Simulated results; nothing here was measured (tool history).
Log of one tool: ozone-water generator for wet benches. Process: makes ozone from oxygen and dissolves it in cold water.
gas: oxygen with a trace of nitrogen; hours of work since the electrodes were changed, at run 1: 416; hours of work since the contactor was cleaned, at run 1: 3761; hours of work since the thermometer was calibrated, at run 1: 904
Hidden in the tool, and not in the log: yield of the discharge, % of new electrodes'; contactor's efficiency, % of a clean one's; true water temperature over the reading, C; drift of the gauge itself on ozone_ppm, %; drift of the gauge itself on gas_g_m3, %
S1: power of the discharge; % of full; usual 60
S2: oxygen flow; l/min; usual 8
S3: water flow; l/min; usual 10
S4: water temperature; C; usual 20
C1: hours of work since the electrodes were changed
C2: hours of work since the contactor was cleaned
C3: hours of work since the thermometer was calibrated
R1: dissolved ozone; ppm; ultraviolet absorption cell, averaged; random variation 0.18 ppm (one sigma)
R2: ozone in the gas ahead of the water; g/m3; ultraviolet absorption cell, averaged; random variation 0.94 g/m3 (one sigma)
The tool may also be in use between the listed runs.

run,hour,S1,S2,S3,S4,C1,C2,C3,R1,R2
1,0,60,8,10,20,416,3761,904,24.7,160.4
2,21.3,48,8,10,20,434,3779,922,21.1,136.8
3,35.9,48,8,10,20,447,3792,935,21.2,136.2
4,65.9,48,8,10,20,472,3817,960,21,135.7
5,81.8,60,8,10,14,486,3831,974,28.5,160.8
6,94.1,60,8,10,17,496,3841,984,26.6,159.9
7,114.5,60,8,10,17,513,3859,1001,26.5,162.2
8,139.3,60,8,10,17,534,3880,1022,26.5,161.3
9,166.4,60,8,10,20,557,3903,1045,24.6,161.3
10,190.5,60,8,10,20,578,3923,1066,25,160.5
11,210.7,60,8,10,20,595,3940,1083,24.7,160.8
12,239.4,60,8,10,20,620,3965,1108,24.9,164
13,258.8,60,9.54,10,20,636,3981,1124,23.8,149.1
14,284.6,60,8,10,20,658,4003,1146,24.9,162.2
15,301.2,60,8,10,20,672,4017,1160,24.8,164.3
16,330.1,60,4.8,10,20,697,4042,1185,26.3,204.6
17,347.8,60,9.57,14,21,712,4057,1200,19.8,150.2
18,362.7,60,9.57,13,21,724,4070,1212,20.6,151.7
19,391.5,60,9.57,13,21,749,4094,1237,20.8,150.9
20,410.3,66,4.73,7,17,765,4110,1253,37.2,220.7
21,424.5,54,11.76,7,22,777,4122,1265,23,127.9
# hour 446.1: gauge calibrated
22,449.6,60,7.59,10,14,798,4143,1286,28.7,163.7
23,476.8,60,7.59,10,14,821,4167,1309,28.4,162.9
24,489.8,60,5.09,10,14,832,4178,1320,29.4,198.7
25,502.9,68,8,10,24,844,4189,1332,24.8,174.9
26,525.5,47,4.64,14,15,863,4208,1351,18.9,171.6
27,552.8,47,10.57,14,26,886,4231,1374,14.5,118.9
28,570,47,10.57,14,26,901,4246,1389,14.5,120
29,588.2,40,7.33,14,26,916,4261,1404,13.8,125.1
30,601,40,7.33,8,26,927,4272,1415,17.9,124.3
31,616.6,60,8,8,20,940,4285,1428,27.9,162.8
32,635.3,60,8,8,20,956,4301,1444,27.4,162.1

Forecast each of these 3 alternatives for the next run:
A,648.2,82,8,14,20,967,4312,1455,?,?
B,648.2,49,8,15,19,967,4312,1455,?,?
C,648.2,85,11.22,13,20,967,4312,1455,?,?

run,R1,R2
A,25.9,204.5
B,17.5,140.1
C,26,178.6
Without the tool's hidden state the same runs would have given:
run,R1,R2
A,25.9,201.8
B,17.6,138.2
C,26,176.3

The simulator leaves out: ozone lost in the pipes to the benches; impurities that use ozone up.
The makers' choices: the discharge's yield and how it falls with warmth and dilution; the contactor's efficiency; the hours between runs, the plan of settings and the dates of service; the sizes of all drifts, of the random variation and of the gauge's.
